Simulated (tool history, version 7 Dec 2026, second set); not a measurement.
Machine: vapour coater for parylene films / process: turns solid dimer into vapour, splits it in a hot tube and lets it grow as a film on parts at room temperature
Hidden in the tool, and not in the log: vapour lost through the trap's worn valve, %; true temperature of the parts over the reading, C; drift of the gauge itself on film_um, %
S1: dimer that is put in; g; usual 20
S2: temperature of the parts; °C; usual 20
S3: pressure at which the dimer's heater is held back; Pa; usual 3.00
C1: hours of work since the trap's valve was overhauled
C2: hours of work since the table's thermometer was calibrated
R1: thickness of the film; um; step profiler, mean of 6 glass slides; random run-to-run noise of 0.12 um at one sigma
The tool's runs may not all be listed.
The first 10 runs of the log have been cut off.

| run | hour | S1 | S2 | S3 | C1 | C2 | R1 |
|---|---|---|---|---|---|---|---|
| 11 | 231.8 | 20 | 20 | 8.08 | 61 | 596 | 13.31 |
| 12 | 257.5 | 20 | 20 | 8.08 | 78 | 613 | 13.35 |
| 13 | 286.5 | 20 | 20 | 8.08 | 97 | 632 | 13.42 |
| 14 | 308.5 | 20 | 20 | 8.08 | 112 | 647 | 13.36 |
| 15 | 329.5 | 20 | 32 | 3.00 | 126 | 661 | 9.16 |
| 16 | 361.2 | 20 | 26 | 3.00 | 147 | 682 | 11.29 |
| 17 | 376.7 | 20 | 26 | 3.00 | 157 | 693 | 11.39 |
| 18 | 398.5 | 20 | 26 | 3.00 | 172 | 707 | 11.37 |
| 19 | 422.8 | 10 | 22 | 6.46 | 188 | 723 | 6.26 |
| 20 | 442.4 | 20 | 20 | 5.81 | 201 | 736 | 13.36 |
| 21 | 477.2 | 32 | 20 | 7.44 | 225 | 760 | 21.04 |
| 22 | 493.5 | 32 | 20 | 7.44 | 235 | 771 | 20.98 |
| 23 | 528.0 | 20 | 14 | 7.44 | 259 | 794 | 16.17 |
| 24 | 559.5 | 11 | 14 | 5.68 | 280 | 815 | 8.91 |
| 25 | 590.1 | 11 | 20 | 3.74 | 300 | 835 | 7.52 |
| 26 | 626.3 | 32 | 27 | 7.11 | 324 | 859 | 15.98 |
| 27 | 645.5 | 32 | 14 | 3.91 | 337 | 872 | 26.37 |
| 28 | 682.4 | 11 | 27 | 4.74 | 362 | 897 | 5.64 |
| 29 | 709.0 | 11 | 27 | 4.74 | 379 | 914 | 5.68 |
| 30 | 728.1 | 30 | 27 | 3.15 | 392 | 927 | 15.47 |
| 31 | 762.3 | 27 | 25 | 3.15 | 415 | 950 | 15.25 |
| 32 | 782.1 | 33 | 14 | 8.37 | 428 | 963 | 25.63 |
| 33 | 800.2 | 31 | 20 | 3.57 | 440 | 975 | 20.47 |

Predict each of these 3 candidate next runs independently; none follows another, all start after run 33:
| A | 833.8 | 20 | 20 | 5.08 | 463 | 998 | ? |
| B | 833.8 | 12 | 12 | 3.57 | 463 | 998 | ? |
| C | 833.8 | 10 | 22 | 9.22 | 463 | 998 | ? |

| run | R1 |
|---|---|
| A | 12.75 |
| B | 10.54 |
| C | 5.77 |
Without the tool's hidden state the same runs would have given:
| run | R1 |
|---|---|
| A | 14.10 |
| B | 11.66 |
| C | 6.38 |
